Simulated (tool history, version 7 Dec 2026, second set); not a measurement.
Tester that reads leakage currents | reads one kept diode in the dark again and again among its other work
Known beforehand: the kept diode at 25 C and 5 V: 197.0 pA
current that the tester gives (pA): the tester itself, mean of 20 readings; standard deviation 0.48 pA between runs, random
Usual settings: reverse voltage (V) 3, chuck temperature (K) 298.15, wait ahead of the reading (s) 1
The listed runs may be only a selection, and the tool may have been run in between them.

run	hour	reverse voltage (V)	chuck temperature (K)	wait ahead of the reading (s)	current that the tester gives (pA)
1	0	3	298.15	1	157.28
2	163.2	3	298.15	1	155.27
3	339.1	3	298.15	1	151.16
4	467.4	3	298.15	1	149.66
5	609.6	3	298.15	1	146.54
6	803.4	3	298.15	1	143.53
7	949.6	3	296.15	1	121.74
8	1161.3	3	296.15	1	119.62
# hour 1205.3: chuck's temperature calibrated
9	1310.4	3	298.15	1	129.33
10	1496	3	298.15	1	126.72
11	1645.3	3	298.15	1	124.32
12	1826.1	3	311.15	1	307.3
# hour 1882.2: chuck's temperature calibrated, once more
13	1976	18.57	298.15	1	340.31
14	2077.4	3	298.15	1	155.26
15	2215	3	298.15	1	153.73
16	2325.6	3	298.15	1	151.69
17	2454.8	3	298.15	1	149.25
18	2584.1	3	298.15	1	147.64
# hour 2677.3: probe card cleaned and baked
19	2758.7	3.54	298.15	1	153.76
20	2916.9	10.04	305.15	1	385.37
21	3006.6	3	305.15	0.44	231.09
22	3117.1	14.14	298.15	0.95	262.3
# hour 3139.5: chuck's temperature calibrated
23	3232.9	1.36	325.15	2.9	697.57
24	3432.4	4.38	302.15	8.92	239.81
25	3642.5	4.38	302.15	8.92	233.7
26	3771.8	1.43	300.15	8.92	124.5
27	3882.7	1.43	300.15	8.92	123.45
28	4062.8	4.42	296.15	3.13	144.43
29	4163.1	12.17	298.15	1	253.19
30	4343.4	6.53	303.15	2.87	274.28
# hour 4375.3: chuck's temperature calibrated
31	4553.4	6.53	303.15	0.84	308.67
32	4742.8	6.53	322.15	0.36	1080.55
33	4854.5	3.76	298.15	0.42	165.65
34	4977.5	3	330.15	1	1241.6
35	5155	3	330.15	1	1231.25
36	5291.2	8.06	330.15	1	1828.01
37	5485.2	3.13	305.15	6.07	235.33
# hour 5621.9: chuck's temperature calibrated
38	5682.4	3.13	305.15	6.07	267.71

Hidden state or all else? Some run-to-run changes of current that the tester gives (pA), split into what the settings, what came in and random variation would give without the hidden state, and what is left for the hidden state (with any gauge scatter that isn't in both results):
Hidden state at play: stray current of the dirty probe card, pA a volt; current scale over the true one, %; true chuck temperature over the reading, C; drift of the gauge itself on leakage_pa, %.
Run 12 -> 13: reverse voltage (V) 3 -> 18.57, chuck temperature (K) 311.15 -> 298.15, chuck's temperature calibrated, once more. current that the tester gives (pA) +33.01: hidden state +89.78, all else -56.77.
Run 32 -> 33: reverse voltage (V) 6.53 -> 3.76, chuck temperature (K) 322.15 -> 298.15, wait ahead of the reading (s) 0.36 -> 0.42. current that the tester gives (pA) -914.9: hidden state +37.88, all else -952.78.
Run 33 -> 34: reverse voltage (V) 3.76 -> 3, chuck temperature (K) 298.15 -> 330.15, wait ahead of the reading (s) 0.42 -> 1. current that the tester gives (pA) +1075.95: hidden state -74.31, all else +1150.26.
Run 35 -> 36: reverse voltage (V) 3 -> 8.06. current that the tester gives (pA) +596.76: hidden state -75.37, all else +672.13.
Run 36 -> 37: reverse voltage (V) 8.06 -> 3.13, chuck temperature (K) 330.15 -> 305.15, wait ahead of the reading (s) 1 -> 6.07. current that the tester gives (pA) -1592.68: hidden state +147.5, all else -1740.18.

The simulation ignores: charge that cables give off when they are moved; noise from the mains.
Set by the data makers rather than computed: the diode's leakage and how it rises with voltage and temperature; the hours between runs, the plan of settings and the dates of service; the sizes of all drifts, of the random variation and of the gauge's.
